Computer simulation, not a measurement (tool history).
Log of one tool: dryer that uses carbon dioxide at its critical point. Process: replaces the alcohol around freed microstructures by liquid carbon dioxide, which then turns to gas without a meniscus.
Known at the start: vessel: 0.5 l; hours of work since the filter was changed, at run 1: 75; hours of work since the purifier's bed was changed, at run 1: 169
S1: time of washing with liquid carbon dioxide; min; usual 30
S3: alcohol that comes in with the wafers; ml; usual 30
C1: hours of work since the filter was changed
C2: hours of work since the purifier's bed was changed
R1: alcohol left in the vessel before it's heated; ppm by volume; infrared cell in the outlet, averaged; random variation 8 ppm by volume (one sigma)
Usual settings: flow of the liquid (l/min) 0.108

Run 1, day 0: usual settings; C1 75; C2 169. Result: R1 475 ppm by volume.
Run 2, day 0.788: usual settings; C1 88; C2 182. Result: R1 497 ppm by volume.
Run 3, day 1.512: usual settings; C1 100; C2 194. Result: R1 504 ppm by volume.
Run 4, day 2.217: usual settings; C1 112; C2 206. Result: R1 525 ppm by volume.
Run 5, day 2.812: usual settings; C1 122; C2 215. Result: R1 516 ppm by volume.
Run 6, day 3.383: usual settings; C1 131; C2 225. Result: R1 540 ppm by volume.
Run 7, day 3.896: usual settings; C1 140; C2 233. Result: R1 532 ppm by volume.
Run 8, day 4.292: usual settings but S3 78 ml; C1 146; C2 240. Result: R1 1308 ppm by volume.
Run 9, day 4.783: usual settings but S3 78 ml; C1 154; C2 248. Result: R1 1330 ppm by volume.
Run 10, day 5.142: usual settings but S3 78 ml; C1 160; C2 254. Result: R1 1329 ppm by volume.
Run 11, day 5.567: usual settings but S3 49 ml; C1 167; C2 261. Result: R1 845 ppm by volume.
Run 12, day 6.3: usual settings but S3 49 ml; C1 179; C2 273. Result: R1 861 ppm by volume.
Run 13, day 7.125: usual settings but S3 49 ml; C1 193; C2 286. Result: R1 875 ppm by volume.
Run 14, day 7.9: usual settings but flow of the liquid (l/min) 0.142; C1 205; C2 299. Result: R1 167 ppm by volume.
Run 15, day 8.642: usual settings but flow of the liquid (l/min) 0.138; C1 218; C2 311. Result: R1 188 ppm by volume.
Run 16, day 9.329: usual settings but S1 43 min, flow of the liquid (l/min) 0.138; C1 229; C2 323. Result: R1 88 ppm by volume.
Run 17, day 9.738: usual settings but S1 43 min, flow of the liquid (l/min) 0.138; C1 236; C2 329. Result: R1 89 ppm by volume.
Run 18, day 10.208: usual settings but S3 84 ml; C1 243; C2 337. Result: R1 1502 ppm by volume.
Run 19, day 10.646: usual settings but S1 47 min, S3 62 ml; C1 251; C2 344. Result: R1 161 ppm by volume.
Run 20, day 11.017: usual settings but S1 28 min, flow of the liquid (l/min) 0.095; C1 257; C2 350. Result: R1 1358 ppm by volume.
Run 21, day 11.788: usual settings but S1 41 min; C1 269; C2 363. Result: R1 172 ppm by volume.
Run 22, day 12.504: usual settings but S1 41 min; C1 281; C2 375. Result: R1 187 ppm by volume.
Run 23, day 12.95: usual settings but S1 23 min, flow of the liquid (l/min) 0.162, S3 32 ml; C1 289; C2 382. Result: R1 327 ppm by volume.
Run 24, day 13.725: usual settings but S1 21 min, S3 103 ml; C1 301; C2 395. Result: R1 7819 ppm by volume.
Run 25, day 14.129: usual settings but S1 21 min, S3 103 ml; C1 308; C2 402. Result: R1 7641 ppm by volume.
Run 26, day 14.55: usual settings but S1 29 min, flow of the liquid (l/min) 0.077, S3 117 ml; C1 315; C2 409. Result: R1 10483 ppm by volume.
Run 27, day 15.1: usual settings but S1 19 min, flow of the liquid (l/min) 0.1, S3 117 ml; C1 324; C2 418. Result: R1 15100 ppm by volume.
Run 28, day 15.829: usual settings but S1 44 min, flow of the liquid (l/min) 0.175, S3 115 ml; C1 336; C2 430. Result: R1 105 ppm by volume.
Run 29, day 16.254: usual settings but S1 44 min, flow of the liquid (l/min) 0.175, S3 115 ml; C1 343; C2 437. Result: R1 97 ppm by volume.
Run 30, day 16.933: usual settings but flow of the liquid (l/min) 0.149; C1 354; C2 448. Result: R1 185 ppm by volume.
Run 31, day 17.512: usual settings but flow of the liquid (l/min) 0.149, S3 31 ml; C1 364; C2 457. Result: R1 186 ppm by volume.
Run 32, day 18.358: usual settings but S3 23 ml; C1 378; C2 471. Result: R1 569 ppm by volume.

Forecast run 33:
Run 33, day 18.979: usual settings but flow of the liquid (l/min) 0.083, S3 107 ml; C1 388; C2 481. Result: R1 ?.

Run 33 gave R1 6660 ppm by volume.
Without the tool's hidden state the same run would have given R1 5100 ppm by volume.
